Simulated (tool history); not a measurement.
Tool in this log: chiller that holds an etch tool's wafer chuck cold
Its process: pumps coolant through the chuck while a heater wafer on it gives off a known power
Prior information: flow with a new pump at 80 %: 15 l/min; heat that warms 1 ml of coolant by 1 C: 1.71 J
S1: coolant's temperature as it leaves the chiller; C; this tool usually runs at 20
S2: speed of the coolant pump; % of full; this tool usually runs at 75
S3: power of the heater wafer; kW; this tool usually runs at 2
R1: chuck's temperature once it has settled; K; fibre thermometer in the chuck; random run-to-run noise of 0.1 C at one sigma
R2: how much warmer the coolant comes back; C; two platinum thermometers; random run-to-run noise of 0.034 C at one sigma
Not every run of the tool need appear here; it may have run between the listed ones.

{"run": 1, "day": 0.0, "S1": 20, "S2": 75, "S3": 2, "R1": 308.85, "R2": 5.03}
{"run": 2, "day": 3.367, "S1": 20, "S2": 75, "S3": 2, "R1": 308.65, "R2": 5.12}
{"run": 3, "day": 5.658, "S1": 20, "S2": 77, "S3": 2, "R1": 308.15, "R2": 4.87}
{"run": 4, "day": 10.417, "S1": 26, "S2": 75, "S3": 2, "R1": 314.75, "R2": 5.04}
{"run": 5, "day": 12.658, "S1": 26, "S2": 75, "S3": 2, "R1": 314.65, "R2": 5.04}
{"run": 6, "day": 17.542, "S1": 26, "S2": 75, "S3": 2, "R1": 314.65, "R2": 5.09}
{"run": 7, "day": 22.05, "S1": 26, "S2": 75, "S3": 2, "R1": 314.55, "R2": 5.05}
{"run": 8, "day": 26.15, "S1": 26, "S2": 75, "S3": 2, "R1": 314.85, "R2": 5.03}
{"run": 9, "day": 30.246, "S1": 26, "S2": 75, "S3": 2, "R1": 314.65, "R2": 5.04}
{"run": 10, "day": 34.096, "S1": 26, "S2": 75, "S3": 2, "R1": 314.85, "R2": 4.97}
{"run": 11, "day": 37.696, "S1": 26, "S2": 75, "S3": 2, "R1": 314.65, "R2": 5.07}
{"run": 12, "day": 39.954, "S1": 26, "S2": 75, "S3": 2, "R1": 314.75, "R2": 5.03}
{"run": 13, "day": 41.971, "S1": 20, "S2": 75, "S3": 2.339, "R1": 311.25, "R2": 5.85}
{"run": 14, "day": 44.254, "S1": 20, "S2": 75, "S3": 2.339, "R1": 311.35, "R2": 5.87}
{"run": 15, "day": 48.271, "S1": 20, "S2": 75, "S3": 2, "R1": 308.65, "R2": 5}
{"run": 16, "day": 53.121, "S1": 20, "S2": 75, "S3": 2, "R1": 308.75, "R2": 5.05}
{"run": 17, "day": 56.188, "S1": 15, "S2": 72, "S3": 1.069, "R1": 296.85, "R2": 2.83}
{"run": 18, "day": 60.629, "S1": 15, "S2": 72, "S3": 1.069, "R1": 296.85, "R2": 2.77}
{"run": 19, "day": 63.621, "S1": 15, "S2": 72, "S3": 1.069, "R1": 296.65, "R2": 2.85}
{"run": 20, "day": 67.717, "S1": 15, "S2": 72, "S3": 1.069, "R1": 296.75, "R2": 2.81}
{"run": 21, "day": 70.425, "S1": 15, "S2": 65, "S3": 2.708, "R1": 312.25, "R2": 7.94}
{"run": 22, "day": 72.412, "S1": 18, "S2": 69, "S3": 2.708, "R1": 313.85, "R2": 7.47}
{"run": 23, "day": 75.15, "S1": 14, "S2": 97, "S3": 2.376, "R1": 301.65, "R2": 4.59}
{"run": 24, "day": 78.096, "S1": 14, "S2": 63, "S3": 2.121, "R1": 306.55, "R2": 6.49}
{"run": 25, "day": 80.112, "S1": 20, "S2": 75, "S3": 1.722, "R1": 306.45, "R2": 4.29}
{"run": 26, "day": 83.292, "S1": 10, "S2": 75, "S3": 2.26, "R1": 300.75, "R2": 5.72}
{"run": 27, "day": 85.433, "S1": 10, "S2": 75, "S3": 2.26, "R1": 300.95, "R2": 5.71}
{"run": 28, "day": 89.425, "S1": 17, "S2": 99, "S3": 2.132, "R1": 302.75, "R2": 3.97}
{"run": 29, "day": 92.488, "S1": 21, "S2": 67, "S3": 1.883, "R1": 310.45, "R2": 5.29}
{"run": 30, "day": 95.462, "S1": 21, "S2": 67, "S3": 1.883, "R1": 310.45, "R2": 5.3}
{"run": 31, "day": 99.896, "S1": 21, "S2": 67, "S3": 1.883, "R1": 310.45, "R2": 5.38}

Not shown here: 2 entries made in the log between runs. Locate each between two listed runs and compare the hidden state at the listed run before it with the hidden state at the listed run after it:
After run 5, before run 6: chiller's thermometer calibrated (day 15.579)
  no difference in the tool's unlogged condition between these two runs
After run 10, before run 11: coolant changed, channels flushed (day 36.746)
  heat passed by the chuck's channels, % of clean ones': 99.9 -> 100

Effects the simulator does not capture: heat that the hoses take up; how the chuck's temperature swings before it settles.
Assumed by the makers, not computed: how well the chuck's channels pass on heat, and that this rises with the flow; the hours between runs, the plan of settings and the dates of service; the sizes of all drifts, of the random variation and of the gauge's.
